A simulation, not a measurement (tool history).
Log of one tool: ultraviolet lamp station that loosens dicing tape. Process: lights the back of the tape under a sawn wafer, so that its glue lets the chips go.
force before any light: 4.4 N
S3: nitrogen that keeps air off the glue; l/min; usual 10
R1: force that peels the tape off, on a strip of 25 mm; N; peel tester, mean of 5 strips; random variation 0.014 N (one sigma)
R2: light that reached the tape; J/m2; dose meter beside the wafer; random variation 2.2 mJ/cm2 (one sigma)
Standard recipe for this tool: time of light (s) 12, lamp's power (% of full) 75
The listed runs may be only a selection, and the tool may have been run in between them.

run 1 day=0.000 | time_of_light_(s)=12 lamp's_power_(%_of_full)=75 S3=10 | R1=0.653 R2=1990
run 2 day=0.471 | time_of_light_(s)=12 lamp's_power_(%_of_full)=75 S3=10 | R1=0.656 R2=2050
run 3 day=0.833 | time_of_light_(s)=12 lamp's_power_(%_of_full)=75 S3=10 | R1=0.678 R2=2030
run 4 day=1.096 | time_of_light_(s)=12 lamp's_power_(%_of_full)=75 S3=10 | R1=0.663 R2=2050
run 5 day=1.442 | time_of_light_(s)=11 lamp's_power_(%_of_full)=75 S3=10 | R1=0.775 R2=1870
run 6 day=1.667 | time_of_light_(s)=11 lamp's_power_(%_of_full)=75 S3=10 | R1=0.781 R2=1860
run 7 day=1.958 | time_of_light_(s)=12 lamp's_power_(%_of_full)=75 S3=10 | R1=0.682 R2=2000
run 8 day=2.362 | time_of_light_(s)=12 lamp's_power_(%_of_full)=81 S3=10 | R1=0.586 R2=2180
run 9 day=2.829 | time_of_light_(s)=13 lamp's_power_(%_of_full)=90 S3=12 | R1=0.401 R2=2640
run 10 day=3.312 | time_of_light_(s)=8 lamp's_power_(%_of_full)=90 S3=15 | R1=0.755 R2=1590
run 11 day=3.625 | time_of_light_(s)=9 lamp's_power_(%_of_full)=70 S3=12 | R1=1.058 R2=1400
run 12 day=4.100 | time_of_light_(s)=12 lamp's_power_(%_of_full)=75 S3=8 | R1=0.740 R2=1990
run 13 day=4.329 | time_of_light_(s)=12 lamp's_power_(%_of_full)=75 S3=5 | R1=0.926 R2=1990
run 14 day=4.742 | time_of_light_(s)=7 lamp's_power_(%_of_full)=70 S3=6 | R1=1.656 R2=1100
run 15 day=4.954 | time_of_light_(s)=7 lamp's_power_(%_of_full)=70 S3=6 | R1=1.746 R2=1140

Consider 4 possible next runs. They are alternatives, not a sequence: every one starts from the tool as it was left by run 15. What does each give?
run A day=5.379 | time_of_light_(s)=11 lamp's_power_(%_of_full)=87 S3=4 | R1=? R2=?
run B day=5.379 | time_of_light_(s)=12 lamp's_power_(%_of_full)=75 S3=9 | R1=? R2=?
run C day=5.379 | time_of_light_(s)=12 lamp's_power_(%_of_full)=75 S3=9 | R1=? R2=?
run D day=5.379 | time_of_light_(s)=7 lamp's_power_(%_of_full)=70 S3=16 | R1=? R2=?

run=A R1=0.926 R2=2070
run=B R1=0.686 R2=1990
run=C R1=0.699 R2=2030
run=D R1=1.306 R2=1110
Had the tool no hidden state, the same runs would have come out as:
run=A R1=0.924 R2=2070
run=B R1=0.685 R2=1990
run=C R1=0.698 R2=2040
run=D R1=1.304 R2=1110
